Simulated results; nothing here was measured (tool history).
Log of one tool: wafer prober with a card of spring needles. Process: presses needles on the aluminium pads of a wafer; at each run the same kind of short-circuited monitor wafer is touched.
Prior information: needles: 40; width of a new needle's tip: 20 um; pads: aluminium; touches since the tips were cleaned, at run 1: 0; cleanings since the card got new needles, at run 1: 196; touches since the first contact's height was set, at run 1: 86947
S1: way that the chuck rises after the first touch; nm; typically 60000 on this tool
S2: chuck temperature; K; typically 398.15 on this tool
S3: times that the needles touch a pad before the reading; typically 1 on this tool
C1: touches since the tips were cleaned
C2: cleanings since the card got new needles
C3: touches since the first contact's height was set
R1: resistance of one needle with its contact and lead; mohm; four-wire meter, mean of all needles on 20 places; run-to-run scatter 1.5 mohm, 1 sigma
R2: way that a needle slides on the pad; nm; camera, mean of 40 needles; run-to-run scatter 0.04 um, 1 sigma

run	day	S1	S2	S3	C1	C2	C3	R1	R2
1	0.000	60000	398.15	1	0	196	86947	148	10840
# day 0.112: tips cleaned on abrasive film
# day 0.250: tips cleaned on abrasive film
# day 0.262: height of the first contact set anew
# day 0.375: tips cleaned on abrasive film
# day 0.517: tips cleaned on abrasive film
# day 0.654: tips cleaned on abrasive film
# day 0.767: tips cleaned on abrasive film
# day 0.908: tips cleaned on abrasive film
# day 1.046: tips cleaned on abrasive film
# day 1.188: tips cleaned on abrasive film
# day 1.325: tips cleaned on abrasive film
# day 1.467: tips cleaned on abrasive film
# day 1.579: tips cleaned on abrasive film
# day 1.717: tips cleaned on abrasive film
# day 1.858: tips cleaned on abrasive film
# day 1.996: tips cleaned on abrasive film
2	2.104	60000	398.15	1	1924	211	31950	147	10890
# day 2.133: tips cleaned on abrasive film
# day 2.275: tips cleaned on abrasive film
# day 2.412: tips cleaned on abrasive film
# day 2.525: tips cleaned on abrasive film
# day 2.667: tips cleaned on abrasive film
# day 2.804: tips cleaned on abrasive film
# day 2.946: tips cleaned on abrasive film
# day 3.058: tips cleaned on abrasive film
# day 3.196: tips cleaned on abrasive film
# day 3.338: tips cleaned on abrasive film
# day 3.475: tips cleaned on abrasive film
# day 3.588: tips cleaned on abrasive film
# day 3.725: tips cleaned on abrasive film
3	3.808	60000	398.15	1	1433	224	61473	146	10930
# day 3.867: tips cleaned on abrasive film
# day 3.979: tips cleaned on abrasive film
# day 4.117: tips cleaned on abrasive film
# day 4.229: tips cleaned on abrasive film
# day 4.371: tips cleaned on abrasive film
# day 4.508: tips cleaned on abrasive film
# day 4.646: tips cleaned on abrasive film
# day 4.788: tips cleaned on abrasive film
# day 4.900: tips cleaned on abrasive film
# day 5.038: tips cleaned on abrasive film
# day 5.179: tips cleaned on abrasive film
# day 5.317: tips cleaned on abrasive film
# day 5.429: tips cleaned on abrasive film
# day 5.550: height of the first contact set anew
# day 5.583: tips cleaned on abrasive film
# day 5.696: tips cleaned on abrasive film
# day 5.833: tips cleaned on abrasive film
# day 5.946: tips cleaned on abrasive film
# day 6.088: tips cleaned on abrasive film
# day 6.200: tips cleaned on abrasive film
# day 6.338: tips cleaned on abrasive film
# day 6.450: tips cleaned on abrasive film
# day 6.592: tips cleaned on abrasive film
# day 6.729: tips cleaned on abrasive film
# day 6.867: tips cleaned on abrasive film
# day 7.008: tips cleaned on abrasive film
# day 7.146: tips cleaned on abrasive film
# day 7.288: tips cleaned on abrasive film
# day 7.425: tips cleaned on abrasive film
# day 7.567: tips cleaned on abrasive film
4	7.588	72000	398.15	1	353	253	35223	146	13030
# day 7.700: tips cleaned on abrasive film
# day 7.838: tips cleaned on abrasive film
# day 7.975: tips cleaned on abrasive film
# day 8.117: tips cleaned on abrasive film
# day 8.229: tips cleaned on abrasive film
# day 8.367: tips cleaned on abrasive film
# day 8.508: tips cleaned on abrasive film
# day 8.646: tips cleaned on abrasive film
# day 8.758: tips cleaned on abrasive film
# day 8.871: tips cleaned on abrasive film
# day 9.012: tips cleaned on abrasive film
# day 9.150: tips cleaned on abrasive film
# day 9.292: tips cleaned on abrasive film
# day 9.429: tips cleaned on abrasive film
# day 9.571: tips cleaned on abrasive film
# day 9.708: tips cleaned on abrasive film
# day 9.850: tips cleaned on abrasive film
# day 9.988: tips cleaned on abrasive film
# day 10.100: tips cleaned on abrasive film
# day 10.238: tips cleaned on abrasive film
# day 10.379: tips cleaned on abrasive film
# day 10.879: card fitted with new needles
# day 11.017: tips cleaned on abrasive film
# day 11.158: tips cleaned on abrasive film
# day 11.296: tips cleaned on abrasive film
# day 11.408: tips cleaned on abrasive film
# day 11.550: tips cleaned on abrasive film
5	11.596	72000	304.15	1	834	5	12457	131	13030
# day 11.679: tips cleaned on abrasive film
# day 11.821: tips cleaned on abrasive film
# day 11.933: tips cleaned on abrasive film
# day 12.071: tips cleaned on abrasive film
# day 12.212: tips cleaned on abrasive film
# day 12.350: tips cleaned on abrasive film
# day 12.462: tips cleaned on abrasive film
# day 12.604: tips cleaned on abrasive film
# day 12.742: tips cleaned on abrasive film
# day 12.883: tips cleaned on abrasive film
# day 13.021: tips cleaned on abrasive film
# day 13.162: tips cleaned on abrasive film
# day 13.300: tips cleaned on abrasive film
# day 13.438: tips cleaned on abrasive film
# day 13.579: tips cleaned on abrasive film
# day 13.717: tips cleaned on abrasive film
# day 13.829: tips cleaned on abrasive film
# day 13.971: tips cleaned on abrasive film
# day 14.108: tips cleaned on abrasive film
# day 14.250: tips cleaned on abrasive film
# day 14.388: tips cleaned on abrasive film
# day 14.508: tips cleaned on abrasive film
6	14.508	72000	304.15	1	0	27	62961	127	12940
# day 14.650: tips cleaned on abrasive film
# day 14.758: tips cleaned on abrasive film
# day 14.900: tips cleaned on abrasive film
# day 15.038: tips cleaned on abrasive film
# day 15.179: tips cleaned on abrasive film
# day 15.317: tips cleaned on abrasive film
# day 15.458: tips cleaned on abrasive film
# day 15.596: tips cleaned on abrasive film
# day 15.708: tips cleaned on abrasive film
# day 15.850: tips cleaned on abrasive film
# day 15.962: tips cleaned on abrasive film
# day 16.100: tips cleaned on abrasive film
# day 16.167: height of the first contact set anew
# day 16.225: tips cleaned on abrasive film
# day 16.367: tips cleaned on abrasive film
# day 16.479: tips cleaned on abrasive film
# day 16.617: tips cleaned on abrasive film
# day 16.729: tips cleaned on abrasive film
# day 16.867: tips cleaned on abrasive film
# day 16.979: tips cleaned on abrasive film
# day 17.121: tips cleaned on abrasive film
# day 17.233: tips cleaned on abrasive film
# day 17.371: tips cleaned on abrasive film
# day 17.512: tips cleaned on abrasive film
# day 17.650: tips cleaned on abrasive film
7	17.688	58000	298.15	1	672	51	26339	130	10450
# day 17.775: tips cleaned on abrasive film
# day 17.912: tips cleaned on abrasive film
# day 18.054: tips cleaned on abrasive film
# day 18.192: tips cleaned on abrasive film
# day 18.333: tips cleaned on abrasive film
# day 18.471: tips cleaned on abrasive film
# day 18.583: tips cleaned on abrasive film
# day 18.725: tips cleaned on abrasive film
# day 18.862: tips cleaned on abrasive film
# day 19.004: tips cleaned on abrasive film
# day 19.142: tips cleaned on abrasive film
# day 19.279: tips cleaned on abrasive film
# day 19.421: tips cleaned on abrasive film
# day 19.558: tips cleaned on abrasive film
# day 19.700: tips cleaned on abrasive film
8	19.788	58000	298.15	1	1574	66	62782	132	10450
# day 19.817: tips cleaned on abrasive film
# day 19.958: tips cleaned on abrasive film
# day 20.096: tips cleaned on abrasive film
# day 20.238: tips cleaned on abrasive film
# day 20.375: tips cleaned on abrasive film
# day 20.517: tips cleaned on abrasive film
# day 20.654: tips cleaned on abrasive film
# day 20.796: tips cleaned on abrasive film
# day 20.933: tips cleaned on abrasive film
# day 21.075: tips cleaned on abrasive film
# day 21.188: tips cleaned on abrasive film
# day 21.325: tips cleaned on abrasive film
# day 21.446: height of the first contact set anew
# day 21.479: tips cleaned on abrasive film
# day 21.617: tips cleaned on abrasive film
# day 21.729: tips cleaned on abrasive film
# day 21.867: tips cleaned on abrasive film
# day 22.008: tips cleaned on abrasive film
# day 22.121: tips cleaned on abrasive film
# day 22.258: tips cleaned on abrasive film
# day 22.400: tips cleaned on abrasive film
# day 22.538: tips cleaned on abrasive film
# day 22.679: tips cleaned on abrasive film
# day 22.817: tips cleaned on abrasive film
# day 22.929: tips cleaned on abrasive film
# day 23.071: tips cleaned on abrasive film
# day 23.208: tips cleaned on abrasive film
# day 23.350: tips cleaned on abrasive film
9	23.388	58000	320.15	2	696	93	33628	135	10480
# day 23.471: tips cleaned on abrasive film
# day 23.612: tips cleaned on abrasive film
# day 23.750: tips cleaned on abrasive film
# day 23.892: tips cleaned on abrasive film
# day 24.004: tips cleaned on abrasive film
# day 24.142: tips cleaned on abrasive film
# day 24.254: tips cleaned on abrasive film
# day 24.396: tips cleaned on abrasive film
# day 24.533: tips cleaned on abrasive film
# day 24.675: tips cleaned on abrasive film
# day 24.788: tips cleaned on abrasive film
# day 24.925: tips cleaned on abrasive film
# day 25.067: tips cleaned on abrasive film
10	25.112	59000	340.15	2	825	106	63511	138	10600

Consider 3 possible next runs. They are alternatives, not a sequence: every one starts from the tool as it was left by run 10. What does each give?
# day 25.196: tips cleaned on abrasive film
# day 25.338: tips cleaned on abrasive film
# day 25.475: tips cleaned on abrasive film
# day 25.617: tips cleaned on abrasive film
# day 25.754: tips cleaned on abrasive film
# day 25.892: tips cleaned on abrasive film
# day 26.033: tips cleaned on abrasive film
# day 26.171: tips cleaned on abrasive film
# day 26.312: tips cleaned on abrasive film
# day 26.450: tips cleaned on abrasive film
# day 26.592: tips cleaned on abrasive film
# day 26.729: tips cleaned on abrasive film
# day 26.742: height of the first contact set anew
# day 26.854: tips cleaned on abrasive film
# day 26.996: tips cleaned on abrasive film
# day 27.133: tips cleaned on abrasive film
# day 27.275: tips cleaned on abrasive film
A	27.279	64000	340.15	2	75	122	9277	?	?
# day 25.196: tips cleaned on abrasive film
# day 25.338: tips cleaned on abrasive film
# day 25.475: tips cleaned on abrasive film
# day 25.617: tips cleaned on abrasive film
# day 25.754: tips cleaned on abrasive film
# day 25.892: tips cleaned on abrasive film
# day 26.033: tips cleaned on abrasive film
# day 26.171: tips cleaned on abrasive film
# day 26.312: tips cleaned on abrasive film
# day 26.450: tips cleaned on abrasive film
# day 26.592: tips cleaned on abrasive film
# day 26.729: tips cleaned on abrasive film
# day 26.742: height of the first contact set anew
# day 26.854: tips cleaned on abrasive film
# day 26.996: tips cleaned on abrasive film
# day 27.133: tips cleaned on abrasive film
# day 27.275: tips cleaned on abrasive film
B	27.279	49000	340.15	2	75	122	9277	?	?
# day 25.196: tips cleaned on abrasive film
# day 25.338: tips cleaned on abrasive film
# day 25.475: tips cleaned on abrasive film
# day 25.617: tips cleaned on abrasive film
# day 25.754: tips cleaned on abrasive film
# day 25.892: tips cleaned on abrasive film
# day 26.033: tips cleaned on abrasive film
# day 26.171: tips cleaned on abrasive film
# day 26.312: tips cleaned on abrasive film
# day 26.450: tips cleaned on abrasive film
# day 26.592: tips cleaned on abrasive film
# day 26.729: tips cleaned on abrasive film
# day 26.742: height of the first contact set anew
# day 26.854: tips cleaned on abrasive film
# day 26.996: tips cleaned on abrasive film
# day 27.133: tips cleaned on abrasive film
# day 27.275: tips cleaned on abrasive film
C	27.279	42000	326.15	2	75	122	9277	?	?

run	R1	R2
A	138	11600
B	140	8820
C	142	7570
With no hidden state in the tool, these same runs would have given:
run	R1	R2
A	138	11670
B	139	8870
C	142	7610

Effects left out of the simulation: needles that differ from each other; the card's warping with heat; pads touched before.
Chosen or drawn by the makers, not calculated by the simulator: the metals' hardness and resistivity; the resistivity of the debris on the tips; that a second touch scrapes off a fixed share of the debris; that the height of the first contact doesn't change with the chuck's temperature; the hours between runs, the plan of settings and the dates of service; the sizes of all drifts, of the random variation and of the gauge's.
